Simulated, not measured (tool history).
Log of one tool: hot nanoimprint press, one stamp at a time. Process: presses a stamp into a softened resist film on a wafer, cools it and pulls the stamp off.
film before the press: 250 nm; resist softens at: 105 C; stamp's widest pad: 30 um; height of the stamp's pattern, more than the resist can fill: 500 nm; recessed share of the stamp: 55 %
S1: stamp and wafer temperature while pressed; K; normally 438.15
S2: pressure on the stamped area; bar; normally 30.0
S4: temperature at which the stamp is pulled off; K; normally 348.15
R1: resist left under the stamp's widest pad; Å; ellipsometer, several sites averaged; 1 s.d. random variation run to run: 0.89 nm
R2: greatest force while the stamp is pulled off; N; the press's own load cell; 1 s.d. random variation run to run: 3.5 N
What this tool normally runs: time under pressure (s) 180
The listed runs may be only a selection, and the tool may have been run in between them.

{"run": 1, "hour": 0.0, "S1": 438.15, "S2": 30.0, "time under pressure (s)": 180, "S4": 348.15, "R1": 1240, "R2": 224}
{"run": 2, "hour": 59.6, "S1": 438.15, "S2": 30.0, "time under pressure (s)": 180, "S4": 348.15, "R1": 1234, "R2": 226}
{"run": 3, "hour": 96.0, "S1": 438.15, "S2": 30.0, "time under pressure (s)": 180, "S4": 348.15, "R1": 1251, "R2": 226}
{"run": 4, "hour": 146.8, "S1": 438.15, "S2": 30.0, "time under pressure (s)": 180, "S4": 348.15, "R1": 1248, "R2": 234}
{"run": 5, "hour": 204.7, "S1": 438.15, "S2": 30.0, "time under pressure (s)": 180, "S4": 348.15, "R1": 1234, "R2": 230}
{"run": 6, "hour": 231.2, "S1": 438.15, "S2": 30.0, "time under pressure (s)": 180, "S4": 348.15, "R1": 1249, "R2": 234}
{"run": 7, "hour": 273.2, "S1": 438.15, "S2": 30.0, "time under pressure (s)": 180, "S4": 348.15, "R1": 1257, "R2": 239}
{"hour": 321.9, "done": "stamp cleaned and given a new release coat"}
{"run": 8, "hour": 342.4, "S1": 438.15, "S2": 23.5, "time under pressure (s)": 180, "S4": 348.15, "R1": 1375, "R2": 223}
{"run": 9, "hour": 404.2, "S1": 438.15, "S2": 23.5, "time under pressure (s)": 180, "S4": 348.15, "R1": 1384, "R2": 223}
{"run": 10, "hour": 463.7, "S1": 438.15, "S2": 23.5, "time under pressure (s)": 180, "S4": 348.15, "R1": 1371, "R2": 225}
{"run": 11, "hour": 504.7, "S1": 430.15, "S2": 30.0, "time under pressure (s)": 180, "S4": 348.15, "R1": 1798, "R2": 227}
{"run": 12, "hour": 537.6, "S1": 430.15, "S2": 30.0, "time under pressure (s)": 180, "S4": 348.15, "R1": 1786, "R2": 234}
{"run": 13, "hour": 578.9, "S1": 438.15, "S2": 20.2, "time under pressure (s)": 180, "S4": 348.15, "R1": 1481, "R2": 233}
{"run": 14, "hour": 620.1, "S1": 440.15, "S2": 20.2, "time under pressure (s)": 180, "S4": 348.15, "R1": 1372, "R2": 238}
{"hour": 648.7, "done": "plate thermocouple calibrated"}
{"run": 15, "hour": 662.4, "S1": 440.15, "S2": 20.2, "time under pressure (s)": 125, "S4": 348.15, "R1": 1503, "R2": 236}
{"hour": 724.7, "done": "press's hydraulic seals changed and the load cell set to zero"}
{"run": 16, "hour": 732.2, "S1": 440.15, "S2": 20.2, "time under pressure (s)": 357, "S4": 348.15, "R1": 1070, "R2": 234}
{"run": 17, "hour": 765.4, "S1": 438.15, "S2": 36.1, "time under pressure (s)": 180, "S4": 348.15, "R1": 1139, "R2": 232}
{"run": 18, "hour": 816.1, "S1": 438.15, "S2": 36.1, "time under pressure (s)": 180, "S4": 348.15, "R1": 1130, "R2": 233}
{"hour": 860.4, "done": "stamp cleaned and given a new release coat"}
{"run": 19, "hour": 862.4, "S1": 438.15, "S2": 36.1, "time under pressure (s)": 180, "S4": 348.15, "R1": 1147, "R2": 228}
{"run": 20, "hour": 908.6, "S1": 438.15, "S2": 36.1, "time under pressure (s)": 180, "S4": 348.15, "R1": 1132, "R2": 231}
{"run": 21, "hour": 944.7, "S1": 444.15, "S2": 41.5, "time under pressure (s)": 180, "S4": 348.15, "R1": 759, "R2": 228}
{"run": 22, "hour": 982.0, "S1": 444.15, "S2": 41.5, "time under pressure (s)": 180, "S4": 348.15, "R1": 771, "R2": 226}
{"run": 23, "hour": 1029.6, "S1": 438.15, "S2": 24.4, "time under pressure (s)": 141, "S4": 348.15, "R1": 1465, "R2": 236}
{"run": 24, "hour": 1092.0, "S1": 435.15, "S2": 19.3, "time under pressure (s)": 114, "S4": 345.15, "R1": 1889, "R2": 251}
{"run": 25, "hour": 1153.9, "S1": 435.15, "S2": 19.3, "time under pressure (s)": 114, "S4": 345.15, "R1": 1906, "R2": 249}
{"run": 26, "hour": 1212.2, "S1": 435.15, "S2": 19.3, "time under pressure (s)": 114, "S4": 345.15, "R1": 1870, "R2": 252}
{"run": 27, "hour": 1269.0, "S1": 447.15, "S2": 30.0, "time under pressure (s)": 234, "S4": 348.15, "R1": 684, "R2": 231}
{"run": 28, "hour": 1309.6, "S1": 447.15, "S2": 30.0, "time under pressure (s)": 234, "S4": 348.15, "R1": 702, "R2": 231}
{"run": 29, "hour": 1344.8, "S1": 447.15, "S2": 22.7, "time under pressure (s)": 234, "S4": 340.15, "R1": 833, "R2": 286}

Consider 5 possible next runs. They are alternatives, not a sequence: every one starts from the tool as it was left by run 29. What does each give?
{"hour": 1390.2, "done": "stamp cleaned and given a new release coat"}
{"run": "A", "hour": 1402.1, "S1": 447.15, "S2": 22.9, "time under pressure (s)": 174, "S4": 333.15, "R1": "?", "R2": "?"}
{"hour": 1390.2, "done": "stamp cleaned and given a new release coat"}
{"run": "B", "hour": 1402.1, "S1": 447.15, "S2": 22.7, "time under pressure (s)": 131, "S4": 352.15, "R1": "?", "R2": "?"}
{"hour": 1390.2, "done": "stamp cleaned and given a new release coat"}
{"run": "C", "hour": 1402.1, "S1": 447.15, "S2": 36.5, "time under pressure (s)": 237, "S4": 340.15, "R1": "?", "R2": "?"}
{"hour": 1390.2, "done": "stamp cleaned and given a new release coat"}
{"run": "D", "hour": 1402.1, "S1": 447.15, "S2": 28.5, "time under pressure (s)": 234, "S4": 340.15, "R1": "?", "R2": "?"}
{"hour": 1390.2, "done": "stamp cleaned and given a new release coat"}
{"run": "E", "hour": 1402.1, "S1": 438.15, "S2": 30.0, "time under pressure (s)": 180, "S4": 344.15, "R1": "?", "R2": "?"}

run=A R1=932 R2=324
run=B R1=1017 R2=201
run=C R1=630 R2=285
run=D R1=732 R2=288
run=E R1=1256 R2=254
With the hidden condition removed and each run's random variation left untouched, the same runs would have given:
run=A R1=929 R2=323
run=B R1=1014 R2=200
run=C R1=628 R2=285
run=D R1=730 R2=288
run=E R1=1252 R2=253

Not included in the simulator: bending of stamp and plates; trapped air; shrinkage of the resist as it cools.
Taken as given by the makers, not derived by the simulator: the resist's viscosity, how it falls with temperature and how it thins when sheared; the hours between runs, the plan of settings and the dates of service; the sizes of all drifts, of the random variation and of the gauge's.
